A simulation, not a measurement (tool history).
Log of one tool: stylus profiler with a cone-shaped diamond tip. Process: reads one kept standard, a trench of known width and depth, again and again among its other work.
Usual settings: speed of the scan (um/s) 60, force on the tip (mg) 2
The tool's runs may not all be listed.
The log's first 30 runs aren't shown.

run,hour,speed of the scan (um/s),force on the tip (mg),scans with this tip,hours of work since the height scale was calibrated,depth of the trench (Å),width of the trench's floor (µm)
31,526.6,21,5.03,1952,156,1014,48.41
32,550.1,50,3.04,2154,173,1013.1,48.26
33,561.7,70,2.94,2254,181,1011.8,48.07
34,578.7,70,2.94,2400,192,1011.5,48.14
35,604.4,144,2.96,2621,210,1011.8,47.74
36,630.5,18,2.96,2846,228,1013.2,48.33
37,649,195,1.49,3005,241,1008.7,47.11
38,663.3,195,1.49,3128,251,1007.9,47.09
39,687.7,100,2.44,3337,267,1013.2,47.81
40,711.5,43,3.67,3542,284,1013.7,48.23
41,732.4,133,1.05,3723,298,1008.7,47.29
42,756.6,133,1.05,3931,315,1007.2,47.28
43,774.1,68,2,4081,327,1009.1,48.02
44,797.9,68,2,4286,343,1009.1,47.96
45,811.8,174,1.15,4405,353,1009.1,47
46,827.7,144,2.71,4542,364,1013.6,47.58

3 ways to go on from here, each from the tool as it stands after run 46. What would each give?
A,845.1,30,3.06,4693,376,?,?
B,845.1,28,3.02,4693,376,?,?
C,845.1,53,5.54,4693,376,?,?

run,depth of the trench (Å),width of the trench's floor (µm)
A,1012.1,48.18
B,1011.2,48.24
C,1019.3,48.12
Without the tool's hidden state the same runs would have given:
run,depth of the trench (Å),width of the trench's floor (µm)
A,1010.2,48.42
B,1009.4,48.47
C,1017.4,48.35
